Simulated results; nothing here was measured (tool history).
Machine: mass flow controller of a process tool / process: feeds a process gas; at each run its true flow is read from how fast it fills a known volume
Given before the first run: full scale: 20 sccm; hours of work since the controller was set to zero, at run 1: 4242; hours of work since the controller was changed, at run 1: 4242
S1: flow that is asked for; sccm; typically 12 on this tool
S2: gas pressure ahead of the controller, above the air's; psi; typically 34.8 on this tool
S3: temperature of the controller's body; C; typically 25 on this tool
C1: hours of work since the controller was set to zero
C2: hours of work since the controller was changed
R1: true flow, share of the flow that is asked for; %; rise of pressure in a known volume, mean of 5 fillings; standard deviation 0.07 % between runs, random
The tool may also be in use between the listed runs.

{"run": 1, "hour": 0.0, "S1": 12, "S2": 34.8, "S3": 25, "C1": 4242, "C2": 4242, "R1": 94.84}
{"run": 2, "hour": 177.2, "S1": 12, "S2": 34.8, "S3": 25, "C1": 4357, "C2": 4357, "R1": 94.65}
{"run": 3, "hour": 392.2, "S1": 12, "S2": 34.8, "S3": 25, "C1": 4496, "C2": 4496, "R1": 94.61}
{"run": 4, "hour": 545.7, "S1": 12, "S2": 34.8, "S3": 26, "C1": 4595, "C2": 4595, "R1": 94.48}
{"run": 5, "hour": 835.7, "S1": 12, "S2": 34.8, "S3": 26, "C1": 4782, "C2": 4782, "R1": 94.45}
{"run": 6, "hour": 1100.7, "S1": 12, "S2": 34.8, "S3": 26, "C1": 4953, "C2": 4953, "R1": 94.22}
{"run": 7, "hour": 1349.6, "S1": 12, "S2": 34.8, "S3": 26, "C1": 5114, "C2": 5114, "R1": 94.07}
{"hour": 1415.4, "done": "controller exchanged for a calibrated one"}
{"run": 8, "hour": 1517.8, "S1": 12, "S2": 34.8, "S3": 26, "C1": 66, "C2": 66, "R1": 98.52}
{"run": 9, "hour": 1656.9, "S1": 12, "S2": 34.8, "S3": 26, "C1": 156, "C2": 156, "R1": 98.42}
{"run": 10, "hour": 1830.0, "S1": 12, "S2": 34.8, "S3": 26, "C1": 268, "C2": 268, "R1": 98.39}
{"run": 11, "hour": 2117.8, "S1": 12, "S2": 34.8, "S3": 26, "C1": 454, "C2": 454, "R1": 98.34}
{"run": 12, "hour": 2245.4, "S1": 12, "S2": 34.8, "S3": 26, "C1": 536, "C2": 536, "R1": 98.12}
{"run": 13, "hour": 2436.4, "S1": 12, "S2": 34.8, "S3": 26, "C1": 660, "C2": 660, "R1": 98.08}
{"run": 14, "hour": 2559.5, "S1": 12, "S2": 34.8, "S3": 26, "C1": 739, "C2": 739, "R1": 98.06}
{"run": 15, "hour": 2844.9, "S1": 12, "S2": 34.8, "S3": 25, "C1": 923, "C2": 923, "R1": 97.85}
{"run": 16, "hour": 3003.2, "S1": 12, "S2": 34.8, "S3": 25, "C1": 1026, "C2": 1026, "R1": 97.61}
{"run": 17, "hour": 3238.2, "S1": 12, "S2": 27.4, "S3": 25, "C1": 1178, "C2": 1178, "R1": 97.66}
{"run": 18, "hour": 3374.8, "S1": 12, "S2": 23.8, "S3": 25, "C1": 1266, "C2": 1266, "R1": 97.75}
{"run": 19, "hour": 3517.6, "S1": 14, "S2": 35.5, "S3": 31, "C1": 1358, "C2": 1358, "R1": 98.39}
{"run": 20, "hour": 3766.0, "S1": 2, "S2": 32.5, "S3": 31, "C1": 1518, "C2": 1518, "R1": 95.9}
{"run": 21, "hour": 3991.8, "S1": 12, "S2": 34.8, "S3": 34, "C1": 1664, "C2": 1664, "R1": 98.07}
{"run": 22, "hour": 4152.9, "S1": 12, "S2": 23.1, "S3": 33, "C1": 1768, "C2": 1768, "R1": 98.16}
{"run": 23, "hour": 4328.4, "S1": 12, "S2": 23.1, "S3": 33, "C1": 1882, "C2": 1882, "R1": 98.08}
{"run": 24, "hour": 4448.9, "S1": 12, "S2": 34.2, "S3": 22, "C1": 1960, "C2": 1960, "R1": 96.54}
{"run": 25, "hour": 4742.9, "S1": 6, "S2": 34.8, "S3": 21, "C1": 2150, "C2": 2150, "R1": 95.25}
{"run": 26, "hour": 4885.9, "S1": 4, "S2": 38.6, "S3": 24, "C1": 2242, "C2": 2242, "R1": 94.71}
{"run": 27, "hour": 5162.3, "S1": 9, "S2": 31.9, "S3": 24, "C1": 2420, "C2": 2420, "R1": 95.84}
{"run": 28, "hour": 5347.7, "S1": 12, "S2": 34.8, "S3": 35, "C1": 2540, "C2": 2540, "R1": 97.3}
{"run": 29, "hour": 5594.4, "S1": 2, "S2": 39.3, "S3": 31, "C1": 2700, "C2": 2700, "R1": 94.22}
{"run": 30, "hour": 5879.7, "S1": 8, "S2": 35.4, "S3": 33, "C1": 2884, "C2": 2884, "R1": 96.19}
{"run": 31, "hour": 6039.5, "S1": 19, "S2": 34.8, "S3": 25, "C1": 2987, "C2": 2987, "R1": 96.82}
{"run": 32, "hour": 6233.8, "S1": 17, "S2": 27.4, "S3": 22, "C1": 3113, "C2": 3113, "R1": 96.4}
{"run": 33, "hour": 6430.5, "S1": 17, "S2": 27.4, "S3": 22, "C1": 3240, "C2": 3240, "R1": 96.12}
{"run": 34, "hour": 6607.4, "S1": 15, "S2": 26.8, "S3": 29, "C1": 3354, "C2": 3354, "R1": 96.62}
{"run": 35, "hour": 6739.3, "S1": 15, "S2": 26.8, "S3": 29, "C1": 3439, "C2": 3439, "R1": 96.5}

Some steps in R1, run to run, broken into two amounts with sign: the step expected even without the hidden condition (settings, incoming material, random variation), and the rest, left for the hidden condition together with whatever gauge scatter is not in both the measured and the hidden-condition-free result:
The hidden state here: flow at rest that the sensor doesn't see, % of full scale; true flow over the shown one, %; drift of the gauge itself on true_pct, %.
Run 7 -> 8: controller exchanged for a calibrated one. R1 +4.45 %: hidden state +4.46, all else -0.01.
Run 19 -> 20: S1 14 -> 2, S2 35.5 -> 32.5. R1 -2.49 %: hidden state -0.86, all else -1.63.
Run 28 -> 29: S1 12 -> 2, S2 34.8 -> 39.3, S3 35 -> 31. R1 -3.08 %: hidden state -1.23, all else -1.85.
